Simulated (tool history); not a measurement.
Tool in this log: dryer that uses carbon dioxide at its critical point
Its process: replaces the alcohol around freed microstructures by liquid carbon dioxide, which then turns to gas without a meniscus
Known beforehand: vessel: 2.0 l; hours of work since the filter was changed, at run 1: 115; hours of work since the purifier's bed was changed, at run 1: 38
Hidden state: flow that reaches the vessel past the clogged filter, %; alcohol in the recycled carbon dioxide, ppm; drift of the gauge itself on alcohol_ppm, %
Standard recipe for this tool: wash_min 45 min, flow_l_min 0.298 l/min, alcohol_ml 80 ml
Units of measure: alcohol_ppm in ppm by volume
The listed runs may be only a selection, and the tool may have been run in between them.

run    hour  wash_min  flow_l_min  alcohol_ml  hours of work since the filter was changed  hours of work since the purifier's bed was changed  alcohol_ppm
  1       0        45       0.298          80                                         115                                                  38          117
  2    35.9        45       0.298          80                                         134                                                  57          123
  3    72.6        45       0.298          80                                         152                                                  75          125
  4   119.4        45       0.298          80                                         176                                                  99          152
  5   166.8        45       0.298          80                                         200                                                 123          167
  6   220.6        45       0.298          80                                         227                                                 150          172
  7   258.4        45       0.298          21                                         246                                                 169          107
  8   309.4        45       0.214          80                                         272                                                 195          669
  9     373        45       0.214          80                                         304                                                 227          702
      402.4  -- inlet filter changed
 10   438.7        45       0.214          80                                          18                                                 260          531
 11   477.9        45       0.298          80                                          38                                                 280          201
 12   534.5        45       0.298          80                                          67                                                 308          202
 13   576.3        45        0.21          80                                          88                                                 329          652
 14   608.7        45       0.298          78                                         104                                                 346          225
 15   674.3        45       0.298          78                                         138                                                 379          244
 16   734.1        45       0.298          78                                         168                                                 409          267
 17     774        45       0.298          78                                         188                                                 429          270
 18   803.8        45       0.298          78                                         203                                                 444          265
 19   848.1        45       0.298          78                                         225                                                 467          289
 20     900        45       0.298          80                                         252                                                 493          314
 21   953.5        45       0.298          80                                         279                                                 520          320
 22  1009.4        45       0.298          80                                         307                                                 548          345
     1029.3  -- inlet filter changed
 23  1077.2        45       0.298          80                                          24                                                 582          303
 24  1142.8        45       0.298          80                                          57                                                 615          327
 25  1203.3        38       0.217          68                                          88                                                 646          990
 26  1240.3        38       0.217          68                                         107                                                 665          994
 27  1292.2        38       0.217          63                                         133                                                 691         1013
     1299.5  -- purifier's bed changed
 28  1323.8        49       0.217          92                                         147                                                  12          374
 29  1364.3        31       0.227          80                                         168                                                  33         1675
 30  1403.1        54       0.238          27                                         188                                                  52           68
 31  1460.2        37       0.507          62                                         216                                                  81           46
 32  1509.7        37       0.507          62                                         241                                                 106           53
 33  1575.2        37       0.507          37                                         275                                                 139           70
 34  1621.7        37       0.209          37                                         298                                                 163          658
     1658.6  -- inlet filter changed
 35  1670.6        35       0.209          52                                           6                                                 187          881
 36  1719.3        35       0.209          52                                          31                                                 212          899
 37  1757.9        35       0.209          52                                          50                                                 231          923
 38    1791        35       0.209          98                                          67                                                 248         1753
 39  1828.7        35       0.209          89                                          86                                                 267         1604
 40  1869.6        35       0.209          89                                         107                                                 288         1621
 41  1904.3        35       0.209          89                                         124                                                 305         1652
 42  1950.4        35       0.209          89                                         148                                                 329         1684
 43  1995.6        67       0.436          32                                         170                                                 352          151
 44  2062.7        67       0.435          58                                         204                                                 386          167
 45  2118.9        67       0.435          58                                         233                                                 414          179
 46  2164.2        67       0.435          58                                         256                                                 437          177
 47  2202.5        67       0.435          58                                         275                                                 456          195

Hidden condition of the tool, last listed run before each entry between runs versus first listed run after:
Runs 9 to 10: inlet filter changed (hour 402.4)
  flow that reaches the vessel past the clogged filter, %: 91.3 -> 98.8; alcohol in the recycled carbon dioxide, ppm: 89.8 -> 102.5
  difference, measured minus the result without the unlogged condition, alcohol_ppm: +280 -> +118 ppm by volume
Runs 22 to 23: inlet filter changed (hour 1029.3)
  flow that reaches the vessel past the clogged filter, %: 91.9 -> 99.4; alcohol in the recycled carbon dioxide, ppm: 219.9 -> 233.2
  difference, measured minus the result without the unlogged condition, alcohol_ppm: +266 -> +230 ppm by volume
Runs 27 to 28: purifier's bed changed (hour 1299.5)
  flow that reaches the vessel past the clogged filter, %: 96.7 -> 96.4; alcohol in the recycled carbon dioxide, ppm: 273.3 -> 10.7
  difference, measured minus the result without the unlogged condition, alcohol_ppm: +363 -> +66 ppm by volume
Runs 34 to 35: inlet filter changed (hour 1658.6)
  flow that reaches the vessel past the clogged filter, %: 92.9 -> 99.8; alcohol in the recycled carbon dioxide, ppm: 72.2 -> 81.1
  difference, measured minus the result without the unlogged condition, alcohol_ppm: +196 -> +81 ppm by volume

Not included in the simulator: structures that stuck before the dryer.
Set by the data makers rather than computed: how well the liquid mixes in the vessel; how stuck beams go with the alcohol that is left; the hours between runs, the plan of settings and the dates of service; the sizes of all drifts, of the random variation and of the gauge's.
